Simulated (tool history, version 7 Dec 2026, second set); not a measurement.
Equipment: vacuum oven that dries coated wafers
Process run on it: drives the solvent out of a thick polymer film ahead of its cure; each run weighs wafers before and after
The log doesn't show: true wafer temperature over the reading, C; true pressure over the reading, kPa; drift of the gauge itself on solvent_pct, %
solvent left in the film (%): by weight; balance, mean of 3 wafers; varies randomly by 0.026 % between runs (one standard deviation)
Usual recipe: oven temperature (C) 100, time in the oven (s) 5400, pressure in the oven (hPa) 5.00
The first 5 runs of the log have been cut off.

run,hour,oven temperature (C),time in the oven (s),pressure in the oven (hPa),hours of work since the thermocouples were calibrated,hours of work since the vacuum gauge was cleaned of residue,solvent left in the film (%)
6,102.6,100,5400,5.00,216,848,1.70
7,118.7,100,5400,5.00,222,855,1.68
8,148.3,100,5400,5.00,234,866,1.73
9,165.7,100,5400,5.00,241,874,1.72
10,188.6,100,5400,5.00,250,883,1.70
11,215.6,100,5400,5.00,261,894,1.73
12,241.1,100,5400,5.00,271,904,1.73
13,264.9,100,5400,5.00,281,913,1.74
14,281.7,100,3480,5.00,288,920,3.85
15,302.9,100,5400,4.31,296,929,1.70
16,320.6,100,5400,4.31,303,936,1.65
17,340.8,100,5400,4.31,311,944,1.70

Forecast run 18:
18,358.3,113,5400,5.00,318,951,?

Run 18 came out at solvent left in the film (%) 0.49.
The same run, on a tool lacking any hidden state, would have yielded solvent left in the film (%) 0.39.
